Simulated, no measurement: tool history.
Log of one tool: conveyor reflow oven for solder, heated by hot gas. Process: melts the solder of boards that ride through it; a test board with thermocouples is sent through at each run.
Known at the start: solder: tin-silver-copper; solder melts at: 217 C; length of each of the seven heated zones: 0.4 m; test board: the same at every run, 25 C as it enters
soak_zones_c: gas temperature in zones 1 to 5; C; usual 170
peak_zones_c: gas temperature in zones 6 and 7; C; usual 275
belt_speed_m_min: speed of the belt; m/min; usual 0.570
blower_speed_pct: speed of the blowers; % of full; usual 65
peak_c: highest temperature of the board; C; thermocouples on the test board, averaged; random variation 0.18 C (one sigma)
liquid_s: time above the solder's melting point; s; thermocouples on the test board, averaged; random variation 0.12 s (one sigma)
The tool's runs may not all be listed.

{"run": 1, "hour": 0.0, "soak_zones_c": 170, "peak_zones_c": 275, "belt_speed_m_min": 0.57, "blower_speed_pct": 65, "peak_c": 260.2, "liquid_s": 68.3}
{"run": 2, "hour": 15.3, "soak_zones_c": 170, "peak_zones_c": 275, "belt_speed_m_min": 0.57, "blower_speed_pct": 65, "peak_c": 260.0, "liquid_s": 68.0}
{"run": 3, "hour": 39.5, "soak_zones_c": 170, "peak_zones_c": 275, "belt_speed_m_min": 0.57, "blower_speed_pct": 65, "peak_c": 259.5, "liquid_s": 68.2}
{"run": 4, "hour": 59.9, "soak_zones_c": 159, "peak_zones_c": 275, "belt_speed_m_min": 0.57, "blower_speed_pct": 65, "peak_c": 257.9, "liquid_s": 63.4}
{"run": 5, "hour": 94.4, "soak_zones_c": 159, "peak_zones_c": 275, "belt_speed_m_min": 0.57, "blower_speed_pct": 65, "peak_c": 258.0, "liquid_s": 63.6}
{"run": 6, "hour": 120.0, "soak_zones_c": 159, "peak_zones_c": 275, "belt_speed_m_min": 0.57, "blower_speed_pct": 65, "peak_c": 257.7, "liquid_s": 63.4}
{"run": 7, "hour": 139.7, "soak_zones_c": 159, "peak_zones_c": 275, "belt_speed_m_min": 0.57, "blower_speed_pct": 65, "peak_c": 258.0, "liquid_s": 63.2}
{"run": 8, "hour": 166.5, "soak_zones_c": 170, "peak_zones_c": 275, "belt_speed_m_min": 0.57, "blower_speed_pct": 65, "peak_c": 258.9, "liquid_s": 67.8}
{"run": 9, "hour": 197.4, "soak_zones_c": 170, "peak_zones_c": 275, "belt_speed_m_min": 0.57, "blower_speed_pct": 65, "peak_c": 259.1, "liquid_s": 67.8}
{"run": 10, "hour": 212.1, "soak_zones_c": 161, "peak_zones_c": 275, "belt_speed_m_min": 0.57, "blower_speed_pct": 65, "peak_c": 257.9, "liquid_s": 63.9}
{"run": 11, "hour": 237.3, "soak_zones_c": 156, "peak_zones_c": 275, "belt_speed_m_min": 0.57, "blower_speed_pct": 65, "peak_c": 257.1, "liquid_s": 61.7}
{"run": 12, "hour": 263.1, "soak_zones_c": 156, "peak_zones_c": 275, "belt_speed_m_min": 0.57, "blower_speed_pct": 65, "peak_c": 256.8, "liquid_s": 61.6}
{"run": 13, "hour": 290.4, "soak_zones_c": 156, "peak_zones_c": 284, "belt_speed_m_min": 0.57, "blower_speed_pct": 65, "peak_c": 265.0, "liquid_s": 66.9}
{"run": 14, "hour": 317.8, "soak_zones_c": 156, "peak_zones_c": 284, "belt_speed_m_min": 0.57, "blower_speed_pct": 65, "peak_c": 264.9, "liquid_s": 66.7}
{"run": 15, "hour": 337.7, "soak_zones_c": 156, "peak_zones_c": 284, "belt_speed_m_min": 0.57, "blower_speed_pct": 65, "peak_c": 264.9, "liquid_s": 66.7}
{"run": 16, "hour": 368.7, "soak_zones_c": 156, "peak_zones_c": 284, "belt_speed_m_min": 0.57, "blower_speed_pct": 65, "peak_c": 264.6, "liquid_s": 66.4}
{"run": 17, "hour": 384.6, "soak_zones_c": 171, "peak_zones_c": 264, "belt_speed_m_min": 0.57, "blower_speed_pct": 56, "peak_c": 247.3, "liquid_s": 58.7}
{"run": 18, "hour": 401.4, "soak_zones_c": 171, "peak_zones_c": 264, "belt_speed_m_min": 0.57, "blower_speed_pct": 56, "peak_c": 247.0, "liquid_s": 58.6}
{"run": 19, "hour": 425.7, "soak_zones_c": 173, "peak_zones_c": 272, "belt_speed_m_min": 0.57, "blower_speed_pct": 56, "peak_c": 254.7, "liquid_s": 65.6}
{"run": 20, "hour": 440.7, "soak_zones_c": 173, "peak_zones_c": 272, "belt_speed_m_min": 0.57, "blower_speed_pct": 56, "peak_c": 254.5, "liquid_s": 65.3}
{"run": 21, "hour": 455.6, "soak_zones_c": 173, "peak_zones_c": 272, "belt_speed_m_min": 0.57, "blower_speed_pct": 56, "peak_c": 254.3, "liquid_s": 65.4}
{"run": 22, "hour": 470.3, "soak_zones_c": 163, "peak_zones_c": 289, "belt_speed_m_min": 0.516, "blower_speed_pct": 65, "peak_c": 272.9, "liquid_s": 81.7}
{"run": 23, "hour": 505.6, "soak_zones_c": 163, "peak_zones_c": 289, "belt_speed_m_min": 0.572, "blower_speed_pct": 65, "peak_c": 269.3, "liquid_s": 71.1}
{"hour": 535.0, "done": "thermocouples of zones 6 and 7 changed"}
{"run": 24, "hour": 538.8, "soak_zones_c": 163, "peak_zones_c": 279, "belt_speed_m_min": 0.669, "blower_speed_pct": 65, "peak_c": 256.8, "liquid_s": 53.2}
{"run": 25, "hour": 558.6, "soak_zones_c": 163, "peak_zones_c": 279, "belt_speed_m_min": 0.596, "blower_speed_pct": 84, "peak_c": 264.4, "liquid_s": 65.6}
{"run": 26, "hour": 578.7, "soak_zones_c": 163, "peak_zones_c": 279, "belt_speed_m_min": 0.596, "blower_speed_pct": 84, "peak_c": 263.9, "liquid_s": 65.7}
{"run": 27, "hour": 607.6, "soak_zones_c": 163, "peak_zones_c": 279, "belt_speed_m_min": 0.596, "blower_speed_pct": 84, "peak_c": 263.8, "liquid_s": 65.4}
{"run": 28, "hour": 633.1, "soak_zones_c": 163, "peak_zones_c": 279, "belt_speed_m_min": 0.596, "blower_speed_pct": 84, "peak_c": 263.6, "liquid_s": 65.6}
{"run": 29, "hour": 666.7, "soak_zones_c": 178, "peak_zones_c": 276, "belt_speed_m_min": 0.57, "blower_speed_pct": 65, "peak_c": 261.8, "liquid_s": 72.7}
{"run": 30, "hour": 695.3, "soak_zones_c": 178, "peak_zones_c": 276, "belt_speed_m_min": 0.66, "blower_speed_pct": 65, "peak_c": 256.9, "liquid_s": 59.1}

Forecast each of these 5 alternatives for the next run:
{"run": "A", "hour": 715.0, "soak_zones_c": 178, "peak_zones_c": 276, "belt_speed_m_min": 0.608, "blower_speed_pct": 84, "peak_c": "?", "liquid_s": "?"}
{"run": "B", "hour": 715.0, "soak_zones_c": 170, "peak_zones_c": 280, "belt_speed_m_min": 0.57, "blower_speed_pct": 65, "peak_c": "?", "liquid_s": "?"}
{"run": "C", "hour": 715.0, "soak_zones_c": 161, "peak_zones_c": 275, "belt_speed_m_min": 0.57, "blower_speed_pct": 65, "peak_c": "?", "liquid_s": "?"}
{"run": "D", "hour": 715.0, "soak_zones_c": 167, "peak_zones_c": 276, "belt_speed_m_min": 0.655, "blower_speed_pct": 58, "peak_c": "?", "liquid_s": "?"}
{"run": "E", "hour": 715.0, "soak_zones_c": 175, "peak_zones_c": 276, "belt_speed_m_min": 0.66, "blower_speed_pct": 65, "peak_c": "?", "liquid_s": "?"}

run=A peak_c=262.2 liquid_s=68.4
run=B peak_c=264.1 liquid_s=70.9
run=C peak_c=258.2 liquid_s=64.2
run=D peak_c=253.6 liquid_s=53.5
run=E peak_c=256.3 liquid_s=57.6
Without the tool's hidden state the same runs would have given:
run=A peak_c=264.5 liquid_s=68.9
run=B peak_c=266.2 liquid_s=71.4
run=C peak_c=260.5 liquid_s=65.3
run=D peak_c=256.0 liquid_s=54.9
run=E peak_c=258.8 liquid_s=58.7
